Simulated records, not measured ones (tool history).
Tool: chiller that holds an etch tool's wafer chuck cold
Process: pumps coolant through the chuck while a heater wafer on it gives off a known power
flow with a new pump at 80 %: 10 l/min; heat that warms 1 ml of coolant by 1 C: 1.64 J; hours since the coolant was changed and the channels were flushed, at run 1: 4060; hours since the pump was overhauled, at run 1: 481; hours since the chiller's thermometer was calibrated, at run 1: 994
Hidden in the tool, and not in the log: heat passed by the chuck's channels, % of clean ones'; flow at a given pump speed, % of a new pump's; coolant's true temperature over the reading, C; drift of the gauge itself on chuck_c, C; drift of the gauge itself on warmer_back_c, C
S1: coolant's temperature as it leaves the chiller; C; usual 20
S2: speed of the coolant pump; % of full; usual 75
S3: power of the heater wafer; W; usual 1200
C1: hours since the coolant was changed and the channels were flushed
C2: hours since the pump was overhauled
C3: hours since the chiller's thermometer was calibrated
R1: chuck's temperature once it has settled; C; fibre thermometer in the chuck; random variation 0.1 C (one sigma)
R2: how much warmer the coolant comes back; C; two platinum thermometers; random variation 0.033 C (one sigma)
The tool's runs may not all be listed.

run 1 hour=0.0 | S1=20 S2=75 S3=1200 | C1=4060 C2=481 C3=994 | R1=29.0 R2=4.66
run 2 hour=45.3 | S1=20 S2=75 S3=1200 | C1=4106 C2=526 C3=1039 | R1=29.1 R2=4.66
run 3 hour=102.8 | S1=20 S2=75 S3=1200 | C1=4163 C2=584 C3=1096 | R1=29.0 R2=4.66
run 4 hour=159.1 | S1=20 S2=75 S3=1200 | C1=4220 C2=640 C3=1153 | R1=29.2 R2=4.68
run 5 hour=227.5 | S1=20 S2=75 S3=1200 | C1=4288 C2=708 C3=1221 | R1=29.0 R2=4.65
run 6 hour=285.8 | S1=20 S2=75 S3=1200 | C1=4346 C2=767 C3=1279 | R1=29.0 R2=4.69
run 7 hour=359.1 | S1=20 S2=75 S3=1200 | C1=4420 C2=840 C3=1353 | R1=29.0 R2=4.67
run 8 hour=419.6 | S1=20 S2=91 S3=1200 | C1=4480 C2=900 C3=1413 | R1=27.7 R2=3.81
run 9 hour=484.8 | S1=20 S2=89 S3=1200 | C1=4545 C2=966 C3=1478 | R1=28.0 R2=3.93
run 10 hour=523.4 | S1=20 S2=89 S3=1200 | C1=4584 C2=1004 C3=1517 | R1=27.9 R2=3.94
run 11 hour=588.2 | S1=20 S2=76 S3=1200 | C1=4649 C2=1069 C3=1582 | R1=29.1 R2=4.61
run 12 hour=629.9 | S1=12 S2=63 S3=1200 | C1=4690 C2=1111 C3=1623 | R1=22.4 R2=5.57

Run 13 comes next. What will it give?
run 13 hour=668.1 | S1=12 S2=78 S3=1200 | C1=4729 C2=1149 C3=1662 | R1=? R2=?

R1: 20.5 C
R2: 4.50 C
Without the tool's hidden state the same run would have given R1 20.5 C, R2 4.50 C.
